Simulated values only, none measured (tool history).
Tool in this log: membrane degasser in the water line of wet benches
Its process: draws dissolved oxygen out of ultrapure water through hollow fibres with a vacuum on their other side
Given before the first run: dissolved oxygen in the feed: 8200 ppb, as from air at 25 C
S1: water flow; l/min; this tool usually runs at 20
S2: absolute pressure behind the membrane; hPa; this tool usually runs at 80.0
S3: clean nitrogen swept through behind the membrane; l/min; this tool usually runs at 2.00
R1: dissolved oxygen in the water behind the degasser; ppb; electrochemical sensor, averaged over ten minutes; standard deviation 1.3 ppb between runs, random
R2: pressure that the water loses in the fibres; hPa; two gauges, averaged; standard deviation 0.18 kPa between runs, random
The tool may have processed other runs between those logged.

run 1 day=0.000 | S1=20 S2=80.0 S3=2.00 | R1=125.6 R2=338.7
run 2 day=5.329 | S1=20 S2=49.7 S3=2.00 | R1=55.2 R2=338.5
run 3 day=10.192 | S1=20 S2=80.0 S3=4.95 | R1=59.5 R2=339.9
run 4 day=16.000 | S1=32 S2=80.0 S3=2.00 | R1=204.7 R2=543.5
run 5 day=23.521 | S1=32 S2=80.0 S3=2.00 | R1=205.6 R2=545.1
-- day=28.179 seals of the vacuum lines changed
run 6 day=30.704 | S1=32 S2=56.7 S3=2.00 | R1=120.4 R2=543.1
run 7 day=36.404 | S1=32 S2=56.7 S3=2.00 | R1=124.2 R2=540.9
run 8 day=45.125 | S1=20 S2=80.0 S3=2.00 | R1=124.4 R2=340.8
run 9 day=50.554 | S1=20 S2=80.0 S3=2.00 | R1=125.5 R2=338.3
run 10 day=56.350 | S1=20 S2=80.0 S3=2.00 | R1=126.0 R2=339.4
run 11 day=63.650 | S1=20 S2=80.0 S3=2.00 | R1=122.6 R2=340.7
run 12 day=71.229 | S1=20 S2=80.0 S3=2.00 | R1=125.5 R2=338.0
run 13 day=78.779 | S1=20 S2=80.0 S3=2.00 | R1=124.7 R2=340.9
run 14 day=87.446 | S1=20 S2=80.0 S3=2.00 | R1=124.4 R2=339.5
run 15 day=91.979 | S1=20 S2=80.0 S3=2.00 | R1=128.2 R2=341.9
run 16 day=97.367 | S1=20 S2=80.0 S3=2.00 | R1=125.3 R2=339.0

What does the tool deliver on the next run?
run 17 day=103.258 | S1=13 S2=80.0 S3=2.00 | R1=? R2=?

R1: 79.9 ppb
R2: 221.6 hPa
Were there no unlogged condition in the tool, this run, its random variation unchanged, would have produced R1 79.9 ppb, R2 221.5 hPa.

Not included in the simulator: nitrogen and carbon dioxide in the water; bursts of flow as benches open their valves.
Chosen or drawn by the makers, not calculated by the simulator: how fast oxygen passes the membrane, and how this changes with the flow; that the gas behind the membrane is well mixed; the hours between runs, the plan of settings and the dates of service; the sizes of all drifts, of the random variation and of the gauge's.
